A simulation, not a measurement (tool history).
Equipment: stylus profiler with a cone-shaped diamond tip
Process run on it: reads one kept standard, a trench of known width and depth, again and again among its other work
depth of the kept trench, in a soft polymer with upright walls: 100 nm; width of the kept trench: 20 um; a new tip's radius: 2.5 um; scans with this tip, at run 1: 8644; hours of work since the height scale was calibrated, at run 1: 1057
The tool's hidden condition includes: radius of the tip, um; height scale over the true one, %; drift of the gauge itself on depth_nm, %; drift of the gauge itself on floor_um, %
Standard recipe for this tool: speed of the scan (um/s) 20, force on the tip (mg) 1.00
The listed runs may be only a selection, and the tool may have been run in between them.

run,day,speed of the scan (um/s),force on the tip (mg),scans with this tip,hours of work since the height scale was calibrated,depth of the trench (nm),width of the trench's floor (nm)
1,0.000,20,1.00,8644,1057,101.06,18340
2,3.212,20,1.00,8909,1090,101.06,18340
3,8.604,20,1.00,9352,1144,101.09,18380
4,13.838,20,1.00,9782,1196,101.06,18290
5,18.538,20,0.57,10168,1244,100.78,18270
6,22.167,20,0.36,10467,1280,100.65,18250
7,27.158,20,1.00,10877,1330,101.08,18330
8,31.562,6,1.00,11240,1375,101.09,18390
9,34.567,6,1.00,11486,1405,101.09,18400
10,37.350,6,1.00,11715,1433,101.11,18390
11,40.879,20,0.54,12006,1468,100.80,18260
12,44.642,20,0.54,12315,1506,100.80,18280
13,49.129,20,1.00,12684,1551,101.12,18320
# day 49.946: height scale calibrated on a step standard
14,53.608,20,1.00,13051,37,101.20,18280
15,56.367,20,1.00,13278,65,101.18,18320
# day 60.262: height scale calibrated on a step standard, once more
16,60.779,20,1.00,13639,5,100.90,18260
17,65.288,20,0.68,14009,51,100.71,18250
18,70.533,20,0.68,14441,103,100.72,18250
19,73.838,20,1.00,14713,137,100.95,18230
20,77.333,20,1.00,15000,172,100.93,18270
21,82.842,20,2.16,15453,227,101.54,18280
22,86.871,20,0.37,15784,268,100.50,18180
23,91.771,20,1.00,16187,317,100.95,18210
24,96.829,8,1.00,16603,368,100.95,18350
25,102.071,8,1.00,17034,420,100.95,18300
26,105.825,5,2.91,17343,458,101.92,18390
27,111.454,5,2.91,17806,515,101.94,18330
28,117.062,9,1.08,18267,571,101.01,18320
29,119.508,15,1.07,18468,596,101.03,18280
30,122.038,54,0.52,18676,621,100.67,17880
31,125.971,20,1.39,18999,661,101.21,18250
32,128.608,30,1.11,19216,687,101.05,18210
33,131.683,30,1.11,19469,718,101.08,18170
34,134.612,31,1.11,19710,748,101.04,18140
35,137.875,31,1.11,19978,781,101.09,18160
36,142.633,70,0.46,20369,828,100.65,17700
37,146.388,5,2.47,20678,866,101.79,18310
38,150.067,18,1.28,20980,903,101.21,18220
39,153.529,23,1.34,21265,938,101.24,18180
40,159.242,31,0.57,21735,995,100.76,18100
41,165.092,31,0.57,22216,1054,100.74,18090
42,169.062,11,0.57,22543,1094,100.76,18210
43,172.908,20,0.63,22859,1133,100.82,18170
44,176.554,20,0.63,23159,1170,100.82,18140
45,181.179,23,0.83,23539,1216,100.95,18170
46,184.492,6,0.83,23811,1249,100.95,18210

Entry by entry between the runs, the difference in hidden state between the last listed run before and the first listed run after:
Logged between run 13 and run 14: height scale calibrated on a step standard (day 49.946)
  radius of the tip, um: 3.19 -> 3.21; height scale over the true one, %: 0.208 -> 0.268
  measured value less the no-hidden-state value, depth of the trench (nm): +0.21 -> +0.27; width of the trench's floor (nm): -180 -> -190
Logged between run 15 and run 16: height scale calibrated on a step standard, once more (day 60.262)
  radius of the tip, um: 3.22 -> 3.23; height scale over the true one, %: 0.271 -> -0.001
  measured value less the no-hidden-state value, depth of the trench (nm): +0.28 -> +0.00; width of the trench's floor (nm): -190 -> -200

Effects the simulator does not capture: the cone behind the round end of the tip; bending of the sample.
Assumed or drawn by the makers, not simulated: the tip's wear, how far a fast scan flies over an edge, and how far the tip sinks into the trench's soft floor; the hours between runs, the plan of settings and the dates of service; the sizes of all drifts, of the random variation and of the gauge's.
